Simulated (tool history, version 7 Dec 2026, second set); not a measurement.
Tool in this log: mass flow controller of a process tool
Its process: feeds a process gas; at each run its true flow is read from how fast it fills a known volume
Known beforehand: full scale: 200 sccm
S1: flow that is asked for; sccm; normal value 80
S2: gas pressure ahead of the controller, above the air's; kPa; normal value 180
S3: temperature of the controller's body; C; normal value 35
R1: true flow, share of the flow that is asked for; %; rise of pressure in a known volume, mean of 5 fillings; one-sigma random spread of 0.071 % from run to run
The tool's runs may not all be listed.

run      day   S1   S2  S3      R1
  1        0   80  180  35   100.2
  2    7.929   80  180  35  100.16
  3   13.342   80  180  35  100.24
  4   17.662   80  180  35   99.98
  5   23.167   80  180  35  100.16
  6   28.321  177  180  35  100.86
  7   35.067   80  180  35  100.07
  8   43.542   80  180  24   99.02
  9   50.121   21  180  35   97.16
 10   54.688   21  180  35   97.15
 11    62.55   21  180  35   97.12
 12   70.567   80  180  35  100.03
 13   75.671   80  180  35   99.93
 14   80.767   80  154  35   99.77
 15   84.783   80  154  35  100.02
 16   90.704   80  154  35  100.05
 17   99.088   80  154  35    99.9
 18  103.679   57  180  38   99.73
 19  107.921   57  180  38   99.85
 20  114.621   57  147  23   98.17
 21  119.762   57  147  23   98.01
 22  127.229   80  180  33    99.8
 23  135.546   35  191  35   98.25
 24  140.483   35  191  35   98.15
 25  146.021  131  187  23   99.35

Predict each of these 4 candidate next runs independently; none follows another, all start after run 25:
  A  150.112   75  197  30   ?
  B  150.112   32  247  22   ?
  C  150.112  131  187  24   ?
  D  150.112  131  149  23   ?

run     R1
  A  99.28
  B  96.74
  C  99.36
  D  99.24
The same runs, with their run-to-run variation unchanged, on a tool lacking any hidden condition would have given:
run      R1
  A  100.19
  B   99.44
  C    99.7
  D   99.58
